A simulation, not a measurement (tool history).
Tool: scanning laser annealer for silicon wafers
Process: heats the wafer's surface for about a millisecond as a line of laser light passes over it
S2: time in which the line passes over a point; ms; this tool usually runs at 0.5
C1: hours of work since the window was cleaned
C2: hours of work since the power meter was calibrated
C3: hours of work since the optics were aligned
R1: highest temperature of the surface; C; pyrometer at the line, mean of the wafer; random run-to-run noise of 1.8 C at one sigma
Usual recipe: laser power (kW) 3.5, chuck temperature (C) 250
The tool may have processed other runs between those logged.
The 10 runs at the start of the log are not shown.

{"run": 11, "day": 5.679, "laser power (kW)": 3.5, "S2": 0.5, "chuck temperature (C)": 250, "C1": 45, "C2": 327, "C3": 884, "R1": 1019}
{"run": 12, "day": 6.242, "laser power (kW)": 3.5, "S2": 0.5, "chuck temperature (C)": 250, "C1": 53, "C2": 334, "C3": 891, "R1": 1016}
{"run": 13, "day": 7.054, "laser power (kW)": 3.5, "S2": 0.5, "chuck temperature (C)": 250, "C1": 64, "C2": 345, "C3": 902, "R1": 1016}
{"run": 14, "day": 7.817, "laser power (kW)": 3.5, "S2": 0.5, "chuck temperature (C)": 250, "C1": 74, "C2": 355, "C3": 912, "R1": 1015}
{"run": 15, "day": 8.508, "laser power (kW)": 3.5, "S2": 0.551, "chuck temperature (C)": 250, "C1": 83, "C2": 365, "C3": 921, "R1": 1050}
{"run": 16, "day": 9.117, "laser power (kW)": 3.5, "S2": 0.551, "chuck temperature (C)": 250, "C1": 91, "C2": 373, "C3": 929, "R1": 1048}
{"run": 17, "day": 9.896, "laser power (kW)": 3.125, "S2": 0.5, "chuck temperature (C)": 250, "C1": 102, "C2": 383, "C3": 940, "R1": 937}
{"run": 18, "day": 10.379, "laser power (kW)": 3.5, "S2": 0.462, "chuck temperature (C)": 250, "C1": 108, "C2": 390, "C3": 946, "R1": 984}
{"run": 19, "day": 10.85, "laser power (kW)": 3.5, "S2": 0.462, "chuck temperature (C)": 250, "C1": 114, "C2": 396, "C3": 953, "R1": 989}
{"run": 20, "day": 11.283, "laser power (kW)": 3.5, "S2": 0.5, "chuck temperature (C)": 266, "C1": 120, "C2": 402, "C3": 958, "R1": 1028}
{"run": 21, "day": 11.896, "laser power (kW)": 3.5, "S2": 0.5, "chuck temperature (C)": 266, "C1": 128, "C2": 410, "C3": 967, "R1": 1030}
{"run": 22, "day": 12.742, "laser power (kW)": 3.695, "S2": 0.522, "chuck temperature (C)": 250, "C1": 140, "C2": 421, "C3": 978, "R1": 1069}
{"run": 23, "day": 13.525, "laser power (kW)": 3.279, "S2": 0.425, "chuck temperature (C)": 257, "C1": 150, "C2": 432, "C3": 988, "R1": 922}
{"run": 24, "day": 14.296, "laser power (kW)": 3.279, "S2": 0.425, "chuck temperature (C)": 257, "C1": 160, "C2": 442, "C3": 999, "R1": 923}
{"run": 25, "day": 15.004, "laser power (kW)": 3.279, "S2": 0.425, "chuck temperature (C)": 257, "C1": 170, "C2": 451, "C3": 1008, "R1": 921}
{"run": 26, "day": 15.471, "laser power (kW)": 3.658, "S2": 0.583, "chuck temperature (C)": 285, "C1": 176, "C2": 458, "C3": 1014, "R1": 1135}
{"run": 27, "day": 16.121, "laser power (kW)": 3.832, "S2": 0.535, "chuck temperature (C)": 216, "C1": 185, "C2": 466, "C3": 1023, "R1": 1070}
{"run": 28, "day": 16.962, "laser power (kW)": 3.343, "S2": 0.557, "chuck temperature (C)": 287, "C1": 196, "C2": 477, "C3": 1034, "R1": 1048}
{"run": 29, "day": 17.629, "laser power (kW)": 3.343, "S2": 0.557, "chuck temperature (C)": 287, "C1": 205, "C2": 486, "C3": 1043, "R1": 1048}
{"run": 30, "day": 18.208, "laser power (kW)": 3.191, "S2": 0.466, "chuck temperature (C)": 287, "C1": 213, "C2": 494, "C3": 1051, "R1": 962}
{"run": 31, "day": 18.962, "laser power (kW)": 3.5, "S2": 0.549, "chuck temperature (C)": 240, "C1": 223, "C2": 504, "C3": 1061, "R1": 1029}

Run 32 is up next; what results do you expect?
{"run": 32, "day": 19.388, "laser power (kW)": 3.332, "S2": 0.614, "chuck temperature (C)": 263, "C1": 228, "C2": 510, "C3": 1067, "R1": "?"}

R1: 1058 C
The same run, on a tool lacking any hidden state, would have yielded R1 1077 C.

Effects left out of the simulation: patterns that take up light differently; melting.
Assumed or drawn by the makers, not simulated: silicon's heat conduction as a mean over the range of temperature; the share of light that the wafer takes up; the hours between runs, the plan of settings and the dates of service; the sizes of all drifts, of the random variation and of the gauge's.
